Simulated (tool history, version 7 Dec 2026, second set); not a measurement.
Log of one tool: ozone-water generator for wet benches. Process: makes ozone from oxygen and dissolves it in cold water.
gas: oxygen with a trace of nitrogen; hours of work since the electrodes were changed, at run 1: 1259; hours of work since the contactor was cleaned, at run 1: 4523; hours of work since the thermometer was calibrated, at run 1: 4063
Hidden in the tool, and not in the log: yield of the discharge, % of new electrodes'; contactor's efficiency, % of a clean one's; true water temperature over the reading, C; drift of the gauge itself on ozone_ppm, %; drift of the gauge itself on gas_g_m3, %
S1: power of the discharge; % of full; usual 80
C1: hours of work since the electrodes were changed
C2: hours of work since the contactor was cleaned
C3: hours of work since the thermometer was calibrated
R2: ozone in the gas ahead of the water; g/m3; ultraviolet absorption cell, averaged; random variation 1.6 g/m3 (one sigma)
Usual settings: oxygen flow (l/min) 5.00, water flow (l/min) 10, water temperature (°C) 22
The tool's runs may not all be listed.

run 1 hour=0.0 | S1=80 oxygen_flow_(l/min)=5.00 water_flow_(l/min)=10 water_temperature_(°C)=22 | C1=1259 C2=4523 C3=4063 | dissolved_ozone_(ppm)=37.7 R2=294.3
run 2 hour=18.4 | S1=55 oxygen_flow_(l/min)=5.00 water_flow_(l/min)=10 water_temperature_(°C)=22 | C1=1275 C2=4538 C3=4078 | dissolved_ozone_(ppm)=26.8 R2=210.7
run 3 hour=50.5 | S1=87 oxygen_flow_(l/min)=5.00 water_flow_(l/min)=10 water_temperature_(°C)=22 | C1=1301 C2=4565 C3=4105 | dissolved_ozone_(ppm)=40.3 R2=315.7
run 4 hour=74.3 | S1=80 oxygen_flow_(l/min)=5.00 water_flow_(l/min)=10 water_temperature_(°C)=22 | C1=1321 C2=4585 C3=4125 | dissolved_ozone_(ppm)=37.7 R2=294.2
run 5 hour=104.2 | S1=80 oxygen_flow_(l/min)=5.00 water_flow_(l/min)=10 water_temperature_(°C)=22 | C1=1346 C2=4610 C3=4149 | dissolved_ozone_(ppm)=37.4 R2=294.8
run 6 hour=126.6 | S1=80 oxygen_flow_(l/min)=5.00 water_flow_(l/min)=10 water_temperature_(°C)=22 | C1=1364 C2=4628 C3=4168 | dissolved_ozone_(ppm)=37.5 R2=294.2
run 7 hour=168.7 | S1=80 oxygen_flow_(l/min)=5.00 water_flow_(l/min)=10 water_temperature_(°C)=22 | C1=1399 C2=4663 C3=4203 | dissolved_ozone_(ppm)=37.0 R2=297.9
run 8 hour=195.9 | S1=80 oxygen_flow_(l/min)=5.00 water_flow_(l/min)=8 water_temperature_(°C)=22 | C1=1422 C2=4685 C3=4225 | dissolved_ozone_(ppm)=43.7 R2=295.0
run 9 hour=230.9 | S1=80 oxygen_flow_(l/min)=5.00 water_flow_(l/min)=8 water_temperature_(°C)=22 | C1=1451 C2=4714 C3=4254 | dissolved_ozone_(ppm)=42.7 R2=293.0
run 10 hour=264.4 | S1=80 oxygen_flow_(l/min)=5.00 water_flow_(l/min)=10 water_temperature_(°C)=22 | C1=1479 C2=4742 C3=4282 | dissolved_ozone_(ppm)=37.2 R2=297.2
-- hour=271.2 water thermometer calibrated
run 11 hour=303.6 | S1=80 oxygen_flow_(l/min)=5.00 water_flow_(l/min)=10 water_temperature_(°C)=22 | C1=1511 C2=4774 C3=27 | dissolved_ozone_(ppm)=37.7 R2=300.5
run 12 hour=327.9 | S1=80 oxygen_flow_(l/min)=7.63 water_flow_(l/min)=10 water_temperature_(°C)=22 | C1=1531 C2=4794 C3=47 | dissolved_ozone_(ppm)=35.0 R2=242.9
run 13 hour=367.4 | S1=80 oxygen_flow_(l/min)=7.63 water_flow_(l/min)=10 water_temperature_(°C)=22 | C1=1564 C2=4827 C3=80 | dissolved_ozone_(ppm)=35.5 R2=245.3
run 14 hour=402.6 | S1=80 oxygen_flow_(l/min)=7.63 water_flow_(l/min)=10 water_temperature_(°C)=22 | C1=1593 C2=4856 C3=109 | dissolved_ozone_(ppm)=35.2 R2=245.6
run 15 hour=425.3 | S1=80 oxygen_flow_(l/min)=5.00 water_flow_(l/min)=10 water_temperature_(°C)=22 | C1=1611 C2=4875 C3=128 | dissolved_ozone_(ppm)=37.8 R2=296.9
run 16 hour=445.7 | S1=80 oxygen_flow_(l/min)=5.00 water_flow_(l/min)=10 water_temperature_(°C)=22 | C1=1628 C2=4892 C3=145 | dissolved_ozone_(ppm)=37.7 R2=298.9
run 17 hour=464.5 | S1=80 oxygen_flow_(l/min)=6.71 water_flow_(l/min)=10 water_temperature_(°C)=22 | C1=1644 C2=4908 C3=160 | dissolved_ozone_(ppm)=36.2 R2=257.7
run 18 hour=486.2 | S1=80 oxygen_flow_(l/min)=6.71 water_flow_(l/min)=10 water_temperature_(°C)=22 | C1=1662 C2=4926 C3=178 | dissolved_ozone_(ppm)=35.9 R2=262.3
run 19 hour=521.9 | S1=80 oxygen_flow_(l/min)=5.91 water_flow_(l/min)=13 water_temperature_(°C)=17 | C1=1692 C2=4955 C3=208 | dissolved_ozone_(ppm)=34.3 R2=276.3
run 20 hour=552.3 | S1=65 oxygen_flow_(l/min)=5.00 water_flow_(l/min)=10 water_temperature_(°C)=29 | C1=1717 C2=4980 C3=233 | dissolved_ozone_(ppm)=27.0 R2=250.1
run 21 hour=573.2 | S1=50 oxygen_flow_(l/min)=7.01 water_flow_(l/min)=6 water_temperature_(°C)=21 | C1=1734 C2=4998 C3=250 | dissolved_ozone_(ppm)=30.5 R2=169.3
run 22 hour=591.8 | S1=90 oxygen_flow_(l/min)=7.92 water_flow_(l/min)=9 water_temperature_(°C)=26 | C1=1749 C2=5013 C3=266 | dissolved_ozone_(ppm)=36.9 R2=267.2
run 23 hour=628.1 | S1=90 oxygen_flow_(l/min)=7.92 water_flow_(l/min)=9 water_temperature_(°C)=26 | C1=1780 C2=5043 C3=296 | dissolved_ozone_(ppm)=36.8 R2=267.6
run 24 hour=649.8 | S1=90 oxygen_flow_(l/min)=8.69 water_flow_(l/min)=9 water_temperature_(°C)=18 | C1=1798 C2=5061 C3=314 | dissolved_ozone_(ppm)=43.9 R2=258.7
run 25 hour=683.8 | S1=90 oxygen_flow_(l/min)=8.69 water_flow_(l/min)=9 water_temperature_(°C)=18 | C1=1826 C2=5089 C3=342 | dissolved_ozone_(ppm)=44.0 R2=258.5
run 26 hour=716.1 | S1=80 oxygen_flow_(l/min)=4.92 water_flow_(l/min)=9 water_temperature_(°C)=22 | C1=1852 C2=5116 C3=369 | dissolved_ozone_(ppm)=40.2 R2=301.7
run 27 hour=752.7 | S1=80 oxygen_flow_(l/min)=4.92 water_flow_(l/min)=9 water_temperature_(°C)=22 | C1=1883 C2=5147 C3=399 | dissolved_ozone_(ppm)=39.9 R2=304.6
run 28 hour=772.3 | S1=63 oxygen_flow_(l/min)=3.01 water_flow_(l/min)=7 water_temperature_(°C)=22 | C1=1899 C2=5163 C3=415 | dissolved_ozone_(ppm)=39.1 R2=312.5
run 29 hour=812.1 | S1=43 oxygen_flow_(l/min)=3.01 water_flow_(l/min)=12 water_temperature_(°C)=15 | C1=1932 C2=5196 C3=448 | dissolved_ozone_(ppm)=21.6 R2=222.0
-- hour=852.7 gauge calibrated
run 30 hour=853.2 | S1=64 oxygen_flow_(l/min)=3.01 water_flow_(l/min)=12 water_temperature_(°C)=15 | C1=1966 C2=5230 C3=482 | dissolved_ozone_(ppm)=30.8 R2=305.1
run 31 hour=887.4 | S1=64 oxygen_flow_(l/min)=3.40 water_flow_(l/min)=11 water_temperature_(°C)=18 | C1=1994 C2=5258 C3=511 | dissolved_ozone_(ppm)=31.9 R2=289.3
run 32 hour=907.3 | S1=92 oxygen_flow_(l/min)=5.91 water_flow_(l/min)=11 water_temperature_(°C)=15 | C1=2011 C2=5275 C3=527 | dissolved_ozone_(ppm)=45.6 R2=305.9
run 33 hour=943.0 | S1=89 oxygen_flow_(l/min)=4.65 water_flow_(l/min)=10 water_temperature_(°C)=22 | C1=2041 C2=5304 C3=557 | dissolved_ozone_(ppm)=41.3 R2=339.0
run 34 hour=985.3 | S1=80 oxygen_flow_(l/min)=8.09 water_flow_(l/min)=7 water_temperature_(°C)=22 | C1=2076 C2=5339 C3=592 | dissolved_ozone_(ppm)=40.6 R2=237.2

How the hidden state differs across the entries between the runs, from the last listed run before each to the first after it:
Between runs 10 and 11: water thermometer calibrated (hour 271.2)
  drift of the gauge itself on gas_g_m3, %: 0.93 -> 1.06
  measured less the result without the state, R2: +2.6 -> +3.1 g/m3
Between runs 29 and 30: gauge calibrated (hour 852.7)
  drift of the gauge itself on gas_g_m3, %: 2.84 -> 0
  measured less the result without the state, R2: +6.1 -> -0.1 g/m3
